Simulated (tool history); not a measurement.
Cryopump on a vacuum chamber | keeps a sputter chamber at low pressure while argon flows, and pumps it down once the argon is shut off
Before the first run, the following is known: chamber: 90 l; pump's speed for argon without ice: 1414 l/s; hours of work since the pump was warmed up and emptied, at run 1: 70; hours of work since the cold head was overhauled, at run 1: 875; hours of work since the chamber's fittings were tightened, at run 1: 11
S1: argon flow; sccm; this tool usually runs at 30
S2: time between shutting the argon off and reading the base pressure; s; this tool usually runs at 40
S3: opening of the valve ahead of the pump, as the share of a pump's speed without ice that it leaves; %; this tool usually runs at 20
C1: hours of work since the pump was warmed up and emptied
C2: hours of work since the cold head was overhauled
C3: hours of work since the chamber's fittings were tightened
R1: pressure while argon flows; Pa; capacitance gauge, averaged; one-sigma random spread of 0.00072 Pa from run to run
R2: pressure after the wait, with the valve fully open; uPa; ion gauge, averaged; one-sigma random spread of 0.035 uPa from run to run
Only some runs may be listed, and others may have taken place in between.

Run 1, hour 0: usual settings; C1 70; C2 875; C3 11. Result: R1 0.1804 Pa, R2 2.03 uPa.
Run 2, hour 22.7: usual settings; C1 87; C2 892; C3 28. Result: R1 0.181 Pa, R2 1.9 uPa.
Run 3, hour 40.1: usual settings; C1 100; C2 905; C3 41. Result: R1 0.1809 Pa, R2 2.01 uPa.
Run 4, hour 62.7: usual settings; C1 117; C2 922; C3 58. Result: R1 0.1817 Pa, R2 1.97 uPa.
Run 5, hour 89.9: usual settings; C1 137; C2 942; C3 78. Result: R1 0.18 Pa, R2 1.93 uPa.
Run 6, hour 129.4: usual settings but S3 19 %; C1 167; C2 971; C3 108. Result: R1 0.1905 Pa, R2 2.03 uPa.
Run 7, hour 160.4: usual settings but S3 19 %; C1 190; C2 995; C3 131. Result: R1 0.1904 Pa, R2 1.95 uPa.
Run 8, hour 197.2: usual settings but S3 19 %; C1 217; C2 1022; C3 159. Result: R1 0.1915 Pa, R2 2.08 uPa.
Run 9, hour 228.5: usual settings but S1 14 sccm, S3 28 %; C1 241; C2 1046; C3 182. Result: R1 0.0614 Pa, R2 2.06 uPa.
Run 10, hour 252.6: usual settings but S1 18 sccm, S2 27 s, S3 27 %; C1 259; C2 1064; C3 200. Result: R1 0.0814 Pa, R2 2.88 uPa.
Run 11, hour 290.7: usual settings but S1 41 sccm, S2 27 s, S3 43 %; C1 287; C2 1092; C3 229. Result: R1 0.118 Pa, R2 2.93 uPa.
Run 12, hour 309.8: usual settings but S1 41 sccm, S2 27 s, S3 43 %; C1 302; C2 1106; C3 243. Result: R1 0.1181 Pa, R2 2.84 uPa.
Run 13, hour 326.7: usual settings but S2 294 s; C1 314; C2 1119; C3 256. Result: R1 0.1825 Pa, R2 0.58 uPa.
Run 14, hour 364.3: usual settings but S1 12 sccm, S2 38 s, S3 27 %; C1 343; C2 1147; C3 284. Result: R1 0.0545 Pa, R2 2.24 uPa.
Run 15, hour 392.7: usual settings but S3 52 %; C1 364; C2 1168; C3 305. Result: R1 0.0723 Pa, R2 2.13 uPa.

Below are 5 alternative next runs, each starting from the tool's condition after run 15. Predict each:
Run A, hour 412: usual settings but S1 31 sccm, S3 53 %; C1 378; C2 1183; C3 319. Result: R1 ?, R2 ?.
Run B, hour 412: usual settings but S3 18 %; C1 378; C2 1183; C3 319. Result: R1 ?, R2 ?.
Run C, hour 412: usual settings but S1 45 sccm, S2 63 s, S3 25 %; C1 378; C2 1183; C3 319. Result: R1 ?, R2 ?.
Run D, hour 412: usual settings but S2 274 s; C1 378; C2 1183; C3 319. Result: R1 ?, R2 ?.
Run E, hour 412: usual settings but S3 41 %; C1 378; C2 1183; C3 319. Result: R1 ?, R2 ?.

run      R1    R2
  A  0.0732  2.15
  B  0.2023  2.07
  C  0.2198  1.53
  D  0.1825  0.67
  E  0.0913  2.11
Without the tool's unlogged condition, the same runs would have read:
run      R1    R2
  A  0.0697  1.94
  B   0.199  1.86
  C  0.2148  1.31
  D  0.1792  0.45
  E   0.088  1.89

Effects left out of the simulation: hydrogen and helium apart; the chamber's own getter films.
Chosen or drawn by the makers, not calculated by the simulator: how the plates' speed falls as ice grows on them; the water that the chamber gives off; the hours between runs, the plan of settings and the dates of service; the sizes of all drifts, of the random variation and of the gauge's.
